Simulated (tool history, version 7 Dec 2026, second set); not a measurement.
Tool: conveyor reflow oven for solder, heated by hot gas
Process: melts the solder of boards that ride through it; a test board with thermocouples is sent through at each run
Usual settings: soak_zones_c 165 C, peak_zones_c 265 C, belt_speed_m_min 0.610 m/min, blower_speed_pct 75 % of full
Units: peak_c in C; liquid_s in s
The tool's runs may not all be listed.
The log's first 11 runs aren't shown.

run   hour  soak_zones_c  peak_zones_c  belt_speed_m_min  blower_speed_pct  peak_c  liquid_s
 12  152.9           165           253             0.610                75   237.2      35.5
 13  162.9           165           253             0.610                75   236.7      35.1
 14  177.6           165           253             0.610                54   230.6      26.0
 15  190.2           165           253             0.610                54   230.3      25.7
 16  200.2           165           265             0.610                75   245.6      44.4
 17  218.0           176           275             0.669                57   247.9      42.4
 18  234.1           176           256             0.701                57   231.4      25.4
 19  242.3           153           264             0.687                87   240.9      32.6
 20  261.5           160           264             0.687                87   243.1      34.3
 21  274.5           160           264             0.687                87   242.3      34.6
 22  286.4           168           268             0.576                59   247.2      47.2
 23  303.8           171           273             0.610                75   254.7      51.6
 24  313.9           158           265             0.551                75   248.9      49.3
 25  333.7           162           266             0.545                83   252.5      54.6
 26  353.4           161           255             0.573                83   240.4      41.9
     366.9  -- flux residue cleaned out of gas plates and filters
 27  371.0           156           261             0.597                84   245.5      43.3
 28  381.3           156           261             0.597                84   245.1      43.0
 29  392.4           165           271             0.610                75   252.4      49.8
 30  404.2           173           254             0.610                56   234.1      34.8
 31  422.1           151           255             0.568                54   233.2      28.9

4 ways to go on from here, each from the tool as it stands after run 31. What would each give?
  A  439.3           165           264             0.610                65       ?         ?
  B  439.3           165           265             0.694                75       ?         ?
  C  439.3           165           259             0.610                75       ?         ?
  D  439.3           151           267             0.543                88       ?         ?

run  peak_c  liquid_s
  A   244.3      42.1
  B   242.5      35.8
  C   242.4      40.7
  D   254.0      54.3
Without the tool's hidden state the same runs would have given:
run  peak_c  liquid_s
  A   243.5      41.3
  B   241.8      35.2
  C   241.5      39.9
  D   253.2      53.5
